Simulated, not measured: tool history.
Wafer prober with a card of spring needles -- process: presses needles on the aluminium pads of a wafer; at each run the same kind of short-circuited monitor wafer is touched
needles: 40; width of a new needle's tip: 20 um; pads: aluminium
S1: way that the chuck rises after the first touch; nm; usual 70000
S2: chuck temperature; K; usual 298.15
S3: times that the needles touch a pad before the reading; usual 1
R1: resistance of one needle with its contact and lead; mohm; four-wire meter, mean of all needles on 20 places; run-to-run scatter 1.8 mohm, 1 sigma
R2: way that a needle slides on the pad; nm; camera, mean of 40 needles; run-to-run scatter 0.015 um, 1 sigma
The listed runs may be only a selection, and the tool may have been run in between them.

run,day,S1,S2,S3,R1,R2
1,0.000,70000,298.15,1,180,14980
# day 0.196: tips cleaned on abrasive film
# day 0.671: tips cleaned on abrasive film
# day 1.138: tips cleaned on abrasive film
2,1.454,70000,298.15,1,179,14990
# day 1.554: tips cleaned on abrasive film
# day 2.017: tips cleaned on abrasive film
# day 2.483: tips cleaned on abrasive film
# day 2.867: height of the first contact set anew
# day 2.967: tips cleaned on abrasive film
3,3.092,70000,298.15,1,179,15020
# day 3.371: tips cleaned on abrasive film
# day 3.758: tips cleaned on abrasive film
# day 4.246: tips cleaned on abrasive film
4,4.375,70000,298.15,3,180,15000
# day 4.650: tips cleaned on abrasive film
# day 5.117: tips cleaned on abrasive film
# day 5.604: tips cleaned on abrasive film
5,5.746,70000,298.15,3,178,15000
# day 6.021: tips cleaned on abrasive film
# day 6.467: tips cleaned on abrasive film
# day 6.479: height of the first contact set anew
6,6.725,70000,298.15,3,176,15010
# day 6.900: tips cleaned on abrasive film
# day 7.367: tips cleaned on abrasive film
# day 7.838: tips cleaned on abrasive film
# day 8.308: tips cleaned on abrasive film
7,8.404,70000,298.15,1,183,15040
# day 8.708: tips cleaned on abrasive film
# day 9.100: tips cleaned on abrasive film
8,9.250,70000,298.15,1,184,15000
# day 9.546: tips cleaned on abrasive film
# day 9.938: tips cleaned on abrasive film
# day 10.142: height of the first contact set anew
# day 10.438: tips cleaned on abrasive film
# day 10.888: tips cleaned on abrasive film
9,11.033,70000,298.15,1,178,15000
# day 11.308: tips cleaned on abrasive film
# day 11.754: tips cleaned on abrasive film
# day 12.200: tips cleaned on abrasive film
10,12.375,70000,298.15,1,181,15000
# day 12.658: tips cleaned on abrasive film
# day 13.050: tips cleaned on abrasive film
11,13.212,70000,312.15,1,184,15030
# day 13.479: tips cleaned on abrasive film
# day 13.754: height of the first contact set anew
# day 13.938: tips cleaned on abrasive film
12,14.038,70000,312.15,1,182,14990
# day 14.329: tips cleaned on abrasive film
# day 14.721: tips cleaned on abrasive film
# day 15.167: tips cleaned on abrasive film
13,15.167,70000,298.15,3,181,15000

What will run 14 give?
# day 15.629: tips cleaned on abrasive film
# day 16.100: tips cleaned on abrasive film
# day 16.562: tips cleaned on abrasive film
14,16.788,53000,298.15,3,?,?

For run 14 the tool returned R1 185 mohm, R2 11360 nm.
Had the tool carried no hidden state, the very same run would have given R1 185 mohm, R2 11360 nm.

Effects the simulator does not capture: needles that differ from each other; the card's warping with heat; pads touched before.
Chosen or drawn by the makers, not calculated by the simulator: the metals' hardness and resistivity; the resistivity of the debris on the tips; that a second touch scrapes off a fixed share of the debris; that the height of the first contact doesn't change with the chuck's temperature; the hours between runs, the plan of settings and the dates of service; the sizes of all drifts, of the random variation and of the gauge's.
